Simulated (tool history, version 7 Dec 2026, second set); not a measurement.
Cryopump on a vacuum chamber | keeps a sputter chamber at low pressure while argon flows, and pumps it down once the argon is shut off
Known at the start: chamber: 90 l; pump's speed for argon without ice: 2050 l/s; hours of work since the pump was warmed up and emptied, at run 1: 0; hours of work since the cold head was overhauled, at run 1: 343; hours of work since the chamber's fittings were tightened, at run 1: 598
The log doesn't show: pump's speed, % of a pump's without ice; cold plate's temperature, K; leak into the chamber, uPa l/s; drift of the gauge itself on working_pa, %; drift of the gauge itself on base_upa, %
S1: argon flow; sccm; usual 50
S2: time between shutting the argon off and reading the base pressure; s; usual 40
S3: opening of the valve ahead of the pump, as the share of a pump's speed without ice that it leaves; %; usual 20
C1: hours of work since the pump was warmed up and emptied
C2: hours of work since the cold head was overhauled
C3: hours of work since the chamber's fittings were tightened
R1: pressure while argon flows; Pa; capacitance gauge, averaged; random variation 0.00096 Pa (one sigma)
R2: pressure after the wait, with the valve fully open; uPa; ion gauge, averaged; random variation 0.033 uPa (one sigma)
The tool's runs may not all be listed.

| run | hour | S1 | S2 | S3 | C1 | C2 | C3 | R1 | R2 |
|---|---|---|---|---|---|---|---|---|---|
| 1 | 0.0 | 50 | 40 | 20 | 0 | 343 | 598 | 0.2054 | 2.21 |
| 2 | 29.0 | 50 | 40 | 20 | 13 | 357 | 611 | 0.2076 | 2.17 |
| 3 | 54.9 | 50 | 36 | 20 | 26 | 369 | 623 | 0.2077 | 2.42 |
| 4 | 94.7 | 23 | 40 | 20 | 44 | 387 | 642 | 0.0962 | 2.20 |
| 5 | 116.4 | 23 | 40 | 20 | 54 | 397 | 652 | 0.0963 | 2.27 |
| 6 | 136.2 | 23 | 40 | 20 | 63 | 406 | 661 | 0.0957 | 2.23 |
| 7 | 172.9 | 23 | 40 | 20 | 80 | 424 | 678 | 0.0978 | 2.26 |
| 8 | 210.6 | 50 | 40 | 20 | 98 | 441 | 696 | 0.2103 | 2.34 |
| 9 | 238.3 | 50 | 40 | 20 | 111 | 454 | 708 | 0.2098 | 2.33 |
| 10 | 279.0 | 50 | 40 | 20 | 130 | 473 | 727 | 0.2129 | 2.26 |
| 11 | 300.9 | 50 | 40 | 20 | 140 | 483 | 738 | 0.2117 | 2.35 |
| 12 | 320.9 | 50 | 40 | 20 | 149 | 492 | 747 | 0.2104 | 2.34 |
| 13 | 361.3 | 43 | 40 | 20 | 168 | 511 | 766 | 0.1827 | 2.39 |
| 14 | 388.5 | 50 | 40 | 20 | 181 | 524 | 778 | 0.2121 | 2.39 |
| 15 | 405.1 | 50 | 40 | 20 | 188 | 531 | 786 | 0.2138 | 2.45 |
| 16 | 427.6 | 50 | 40 | 20 | 199 | 542 | 796 | 0.2128 | 2.41 |
| 17 | 457.6 | 29 | 82 | 20 | 213 | 556 | 810 | 0.1256 | 1.67 |
| 18 | 488.4 | 29 | 82 | 20 | 227 | 570 | 825 | 0.1240 | 1.62 |
| 19 | 520.8 | 69 | 99 | 23 | 242 | 585 | 840 | 0.2581 | 1.58 |
| 20 | 542.7 | 94 | 92 | 15 | 252 | 595 | 850 | 0.5362 | 1.61 |
| 21 | 582.4 | 50 | 40 | 42 | 271 | 614 | 868 | 0.1100 | 2.59 |
| 22 | 615.7 | 50 | 40 | 42 | 286 | 629 | 884 | 0.1099 | 2.52 |
| 23 | 642.9 | 50 | 40 | 42 | 299 | 642 | 896 | 0.1102 | 2.62 |
| 24 | 682.3 | 95 | 52 | 59 | 317 | 660 | 915 | 0.1578 | 2.27 |
|  | 698.1 | pump warmed up, emptied and cooled again |
| 25 | 705.5 | 22 | 40 | 26 | 3 | 669 | 923 | 0.0698 | 2.40 |
| 26 | 743.5 | 59 | 39 | 53 | 21 | 686 | 941 | 0.0937 | 2.45 |
| 27 | 782.2 | 59 | 39 | 53 | 39 | 704 | 959 | 0.0947 | 2.55 |
| 28 | 818.9 | 33 | 24 | 32 | 56 | 722 | 976 | 0.0876 | 3.70 |
| 29 | 838.4 | 41 | 24 | 27 | 65 | 731 | 985 | 0.1283 | 3.56 |
| 30 | 863.6 | 73 | 189 | 20 | 77 | 742 | 997 | 0.3058 | 1.26 |

3 ways to go on from here, each from the tool as it stands after run 30. What would each give?
| A | 902.6 | 52 | 140 | 45 | 95 | 760 | 1015 | ? | ? |
| B | 902.6 | 65 | 114 | 23 | 95 | 760 | 1015 | ? | ? |
| C | 902.6 | 58 | 97 | 20 | 95 | 760 | 1015 | ? | ? |

| run | R1 | R2 |
|---|---|---|
| A | 0.1001 | 1.44 |
| B | 0.2359 | 1.57 |
| C | 0.2463 | 1.56 |
Without the tool's hidden state the same runs would have given:
| run | R1 | R2 |
|---|---|---|
| A | 0.0959 | 0.63 |
| B | 0.2308 | 0.76 |
| C | 0.2416 | 0.77 |
